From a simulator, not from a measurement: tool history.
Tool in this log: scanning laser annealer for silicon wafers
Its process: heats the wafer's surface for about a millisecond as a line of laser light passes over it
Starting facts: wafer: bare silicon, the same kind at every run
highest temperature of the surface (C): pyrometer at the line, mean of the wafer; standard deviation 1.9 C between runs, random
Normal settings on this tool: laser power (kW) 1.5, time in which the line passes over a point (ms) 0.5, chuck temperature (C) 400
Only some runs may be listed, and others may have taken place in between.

run	hour	laser power (kW)	time in which the line passes over a point (ms)	chuck temperature (C)	highest temperature of the surface (C)
1	0	1.5	0.5	400	1131
2	24	1.5	0.5	400	1132
3	52	1.5	0.5	400	1133
4	73	1.5	0.5	400	1132
5	93.8	1.5	0.5	400	1128
6	114.3	1.5	0.5	400	1129
7	142.2	1.5	0.5	400	1127
8	171.9	1.5	0.5	400	1125
9	202.5	1.5	0.394	400	1052
10	218	1.5	0.5	400	1123
11	239.7	1.5	0.5	400	1123
12	271.6	1.5	0.5	400	1120
13	303.1	1.5	0.5	400	1120
14	322.2	1.5	0.5	400	1117
15	340.1	1.5	0.5	400	1121
16	359.7	1.647	0.5	396	1198
17	390.7	1.647	0.5	396	1200
# hour 395.7: window over the wafer cleaned
18	420.9	1.392	0.49	381	1020
19	442	1.392	0.49	381	1020
20	463.8	1.392	0.49	381	1019

Forecast run 21:
21	495.4	1.392	0.545	381	?

highest temperature of the surface (C): 1043
Take away the tool's hidden state, keep the run-to-run variation as it was, and the same run would have given highest temperature of the surface (C) 1116.
